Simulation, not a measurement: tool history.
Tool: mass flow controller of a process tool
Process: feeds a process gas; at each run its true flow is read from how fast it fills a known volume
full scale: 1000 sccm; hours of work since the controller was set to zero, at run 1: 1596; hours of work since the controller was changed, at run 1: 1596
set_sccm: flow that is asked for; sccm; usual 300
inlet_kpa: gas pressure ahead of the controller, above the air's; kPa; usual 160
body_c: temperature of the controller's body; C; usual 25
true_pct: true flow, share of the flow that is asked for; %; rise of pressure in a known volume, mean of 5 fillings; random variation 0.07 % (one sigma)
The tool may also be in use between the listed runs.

run,day,set_sccm,inlet_kpa,body_c,hours of work since the controller was set to zero,hours of work since the controller was changed,true_pct
1,0,300,160,25,1596,1596,100.56
2,11.612,300,160,25,1699,1699,100.64
3,20.458,300,160,25,1777,1777,100.73
4,31.7,300,277,25,1877,1877,100.13
5,44.042,300,277,25,1986,1986,100.19
6,49.621,300,277,25,2035,2035,100.21
7,59.629,300,277,25,2124,2124,100.28
8,68.108,300,277,25,2199,2199,100.4
9,74.504,417,160,25,2256,2256,100.8
10,85.196,300,160,26,2350,2350,101.15
11,95.4,300,160,26,2441,2441,101.21
12,102.983,300,160,26,2508,2508,101.28
13,115.388,300,159,25,2618,2618,101.25
14,123.525,307,160,25,2690,2690,101.47
15,133.929,300,160,20,2782,2782,101.69
16,139.696,300,160,20,2833,2833,101.78
17,147.767,485,160,20,2904,2904,101.21
18,155.054,485,160,20,2969,2969,101.34
19,164.554,485,160,20,3053,3053,101.29
20,177.008,300,188,25,3163,3163,101.68
21,183.883,300,160,25,3224,3224,101.82
22,195.112,300,160,25,3323,3323,102.01
23,203.892,300,160,23,3401,3401,102.04
24,209.75,300,160,22,3453,3453,102.17
25,215.883,234,205,26,3507,3507,102.6
26,228.625,908,222,26,3620,3620,100.71
27,238.025,908,222,26,3703,3703,100.82
# day 238.571: controller's zero set anew
28,248.854,908,222,26,91,3799,101.25
29,254.079,774,160,30,137,3845,101.53
30,259.875,744,160,30,189,3896,101.69
31,268.133,141,212,30,262,3970,108.01
32,280.262,480,225,32,369,4077,101.85
33,292.388,480,147,37,476,4184,102.29
34,304.025,237,143,23,579,4287,105.45
# day 314.233: controller's zero set anew, once more
35,315.538,304,160,25,12,4389,99.65
36,323.404,557,160,25,81,4459,99.82
37,332.171,557,160,25,159,4536,99.9
38,337.438,557,160,25,205,4583,99.92
39,346.938,557,173,21,289,4667,100.03
40,359.346,321,212,29,399,4777,99.29
41,365.204,207,172,29,451,4829,99.67
42,377.621,207,172,29,561,4939,99.66
43,384.396,115,152,38,621,4999,100.03
44,394.579,123,201,36,711,5089,99.96
45,401.871,412,143,39,776,5153,99.75
46,411.892,650,160,31,865,5242,100.18
47,422.079,105,242,34,955,5332,100.48

Forecast each of these 3 alternatives for the next run:
A,429.242,452,261,28,1018,5396,?
B,429.242,300,147,25,1018,5396,?
C,429.242,300,212,25,1018,5396,?

run,true_pct
A,99.55
B,100.57
C,100.06
Without the tool's hidden state the same runs would have given:
run,true_pct
A,98.76
B,99.53
C,99.02

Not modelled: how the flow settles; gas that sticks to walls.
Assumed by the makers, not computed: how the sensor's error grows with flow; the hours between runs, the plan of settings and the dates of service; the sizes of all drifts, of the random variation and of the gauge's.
